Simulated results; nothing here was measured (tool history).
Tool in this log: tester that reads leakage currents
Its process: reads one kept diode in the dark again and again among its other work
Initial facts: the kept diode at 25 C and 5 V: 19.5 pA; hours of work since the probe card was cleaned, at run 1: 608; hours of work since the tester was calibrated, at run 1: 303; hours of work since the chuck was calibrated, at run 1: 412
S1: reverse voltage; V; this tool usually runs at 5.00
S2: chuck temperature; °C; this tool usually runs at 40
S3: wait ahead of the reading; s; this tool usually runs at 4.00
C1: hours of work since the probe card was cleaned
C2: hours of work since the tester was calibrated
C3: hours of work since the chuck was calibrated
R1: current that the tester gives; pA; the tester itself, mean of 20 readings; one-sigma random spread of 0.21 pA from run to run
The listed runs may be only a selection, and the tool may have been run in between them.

run,hour,S1,S2,S3,C1,C2,C3,R1
1,0.0,5.00,40,4.00,608,303,412,71.14
2,16.9,5.00,40,4.00,618,313,421,71.25
3,34.6,5.00,40,4.00,627,323,431,71.69
4,64.6,5.00,40,4.00,644,339,448,71.60
# hour 69.4: tester calibrated
5,99.8,5.00,40,4.00,663,17,467,71.83
6,132.0,5.00,40,4.00,681,35,485,71.85
# hour 137.0: tester calibrated, once more
7,170.0,19.78,32,4.00,701,19,505,75.45
8,186.4,3.09,26,0.46,710,28,514,19.84
9,203.4,1.21,31,4.90,720,37,523,19.15
10,239.2,1.21,31,4.90,740,57,544,19.05

Alternative continuations, all from the tool just after run 10; predict every row:
A,255.6,12.54,25,4.16,749,66,553,?
B,255.6,14.99,44,1.22,749,66,553,?
C,255.6,5.00,29,4.00,749,66,553,?

run,R1
A,36.80
B,158.28
C,31.31
Stripped of hidden state, with their random variation kept, the same runs would have yielded:
run,R1
A,28.91
B,147.05
C,27.85

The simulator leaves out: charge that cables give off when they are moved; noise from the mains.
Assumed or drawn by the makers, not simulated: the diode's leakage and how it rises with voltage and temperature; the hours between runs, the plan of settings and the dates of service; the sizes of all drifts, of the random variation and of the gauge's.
